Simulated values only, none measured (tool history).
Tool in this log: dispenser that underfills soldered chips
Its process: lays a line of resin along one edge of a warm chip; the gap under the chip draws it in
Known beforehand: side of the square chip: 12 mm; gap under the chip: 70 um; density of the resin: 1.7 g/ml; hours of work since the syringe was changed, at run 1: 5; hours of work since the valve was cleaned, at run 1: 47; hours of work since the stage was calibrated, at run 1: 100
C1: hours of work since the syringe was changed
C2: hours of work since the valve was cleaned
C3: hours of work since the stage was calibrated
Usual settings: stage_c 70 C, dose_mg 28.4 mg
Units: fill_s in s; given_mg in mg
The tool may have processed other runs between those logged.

Run 1, hour 0.0: usual settings; C1 5; C2 47; C3 100. Result: fill_s 57.8 s, given_mg 27.01 mg.
At hour 3.5: dispensing valve cleaned and set on the balance.
Run 2, hour 4.6: usual settings; C1 7; C2 1; C3 103. Result: fill_s 71.3 s, given_mg 28.38 mg.
At hour 7.2: new syringe of resin.
Run 3, hour 9.3: usual settings; C1 2; C2 4; C3 106. Result: fill_s 44.9 s, given_mg 28.26 mg.
Run 4, hour 13.8: usual settings but dose_mg 24.2 mg; C1 5; C2 8; C3 109. Result: fill_s 60.4 s, given_mg 24.06 mg.
Run 5, hour 18.7: usual settings but dose_mg 24.2 mg; C1 9; C2 11; C3 113. Result: fill_s 81.2 s, given_mg 24.03 mg.
At hour 19.5: new syringe of resin.
Run 6, hour 23.5: usual settings but dose_mg 24.2 mg; C1 3; C2 15; C3 117. Result: fill_s 52.6 s, given_mg 23.69 mg.
Run 7, hour 27.1: usual settings but stage_c 84 C; C1 6; C2 18; C3 119. Result: fill_s 37.2 s, given_mg 28.00 mg.
At hour 31.6: new syringe of resin.
Run 8, hour 31.7: usual settings but dose_mg 26.3 mg; C1 0; C2 21; C3 123. Result: fill_s 41.6 s, given_mg 25.64 mg.
Run 9, hour 36.0: usual settings but dose_mg 26.3 mg; C1 3; C2 24; C3 126. Result: fill_s 54.4 s, given_mg 25.54 mg.
Run 10, hour 40.5: usual settings but stage_c 57 C, dose_mg 28.1 mg; C1 7; C2 28; C3 130. Result: fill_s 119.3 s, given_mg 27.37 mg.
Run 11, hour 43.1: usual settings but stage_c 57 C, dose_mg 28.1 mg; C1 9; C2 30; C3 131. Result: fill_s 139.6 s, given_mg 27.20 mg.
At hour 43.8: new syringe of resin.
Run 12, hour 46.5: usual settings but stage_c 84 C, dose_mg 26.0 mg; C1 2; C2 32; C3 134. Result: fill_s 28.0 s, given_mg 25.18 mg.
Run 13, hour 51.1: usual settings but stage_c 67 C, dose_mg 24.2 mg; C1 6; C2 36; C3 137. Result: fill_s 73.7 s, given_mg 23.31 mg.
Run 14, hour 54.8: usual settings but dose_mg 30.9 mg; C1 8; C2 39; C3 140. Result: fill_s 77.9 s, given_mg 29.76 mg.
At hour 55.9: new syringe of resin.
Run 15, hour 59.8: usual settings but stage_c 84 C, dose_mg 29.2 mg; C1 3; C2 42; C3 144. Result: fill_s 30.9 s, given_mg 28.00 mg.

Pick out some run-to-run changes in fill_s. Of each, how much would a tool without hidden state show as well, from the settings, what came in and chance, and how much is left for the hidden state and any gauge scatter not in both results compared?
What the log doesn't record here: resin's viscosity, % of fresh resin's; dose that the valve gives, % of what is set; true chip temperature over the reading, C; drift of the gauge itself on fill_s, %; drift of the gauge itself on given_mg, %.
Run 11 -> 12: stage_c 57 -> 84, dose_mg 28.1 -> 26.0, new syringe of resin. fill_s -111.6 s: hidden state -63.7, all else -47.9.
